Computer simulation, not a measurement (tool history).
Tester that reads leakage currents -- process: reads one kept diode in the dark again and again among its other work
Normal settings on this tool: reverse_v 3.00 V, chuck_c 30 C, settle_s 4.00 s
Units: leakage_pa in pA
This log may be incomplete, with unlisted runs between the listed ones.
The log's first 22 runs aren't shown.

Run 23, hour 1565.6: usual settings but chuck_c 56 C, settle_s 5.78 s. Result: leakage_pa 64.00 pA.
Run 24, hour 1622.7: usual settings but reverse_v 1.40 V, settle_s 2.68 s. Result: leakage_pa 8.49 pA.
Run 25, hour 1678.9: usual settings but reverse_v 1.40 V, chuck_c 21 C, settle_s 4.80 s. Result: leakage_pa 5.32 pA.
Run 26, hour 1738.4: usual settings but reverse_v 10.37 V, chuck_c 22 C, settle_s 9.45 s. Result: leakage_pa 28.03 pA.
Run 27, hour 1798.0: usual settings but reverse_v 1.83 V, chuck_c 26 C, settle_s 3.47 s. Result: leakage_pa 8.33 pA.
Run 28, hour 1868.7: usual settings but reverse_v 9.06 V, chuck_c 42 C, settle_s 7.62 s. Result: leakage_pa 57.50 pA.
Run 29, hour 1927.2: usual settings but reverse_v 3.23 V, settle_s 7.26 s. Result: leakage_pa 15.49 pA.
Run 30, hour 1982.4: usual settings but reverse_v 8.28 V, chuck_c 31 C, settle_s 8.83 s. Result: leakage_pa 32.74 pA.
Run 31, hour 2063.5: usual settings but reverse_v 8.28 V, chuck_c 31 C, settle_s 8.83 s. Result: leakage_pa 32.80 pA.
Run 32, hour 2118.7: usual settings but chuck_c 41 C. Result: leakage_pa 26.37 pA.
Run 33, hour 2180.2: usual settings but reverse_v 2.64 V, chuck_c 41 C, settle_s 0.86 s. Result: leakage_pa 24.82 pA.
Run 34, hour 2269.1: usual settings but reverse_v 2.64 V, chuck_c 41 C, settle_s 0.86 s. Result: leakage_pa 24.72 pA.
Run 35, hour 2348.8: usual settings but reverse_v 2.64 V, chuck_c 41 C, settle_s 0.86 s. Result: leakage_pa 25.05 pA.
Run 36, hour 2446.6: usual settings but reverse_v 8.97 V, settle_s 1.74 s. Result: leakage_pa 35.40 pA.
Run 37, hour 2545.1: usual settings but reverse_v 4.70 V, chuck_c 51 C, settle_s 2.06 s. Result: leakage_pa 62.78 pA.
Run 38, hour 2633.3: usual settings but reverse_v 2.81 V, chuck_c 43 C, settle_s 2.06 s. Result: leakage_pa 28.84 pA.

Branching from run 38: 5 alternative next runs. What would each branch give?
Run A, hour 2698.2: usual settings but settle_s 0.61 s. Result: leakage_pa ?.
Run B, hour 2698.2: usual settings but reverse_v 1.49 V, settle_s 4.08 s. Result: leakage_pa ?.
Run C, hour 2698.2: usual settings but reverse_v 9.60 V. Result: leakage_pa ?.
Run D, hour 2698.2: usual settings but chuck_c 49 C, settle_s 1.41 s. Result: leakage_pa ?.
Run E, hour 2698.2: usual settings but reverse_v 16.36 V, chuck_c 53 C, settle_s 4.21 s. Result: leakage_pa ?.

run  leakage_pa
  A       15.93
  B        9.31
  C       37.31
  D       42.78
  E      154.37
Without the tool's unlogged condition, the same runs would have read:
run  leakage_pa
  A        9.95
  B        6.38
  C       17.87
  D       37.39
  E      123.22
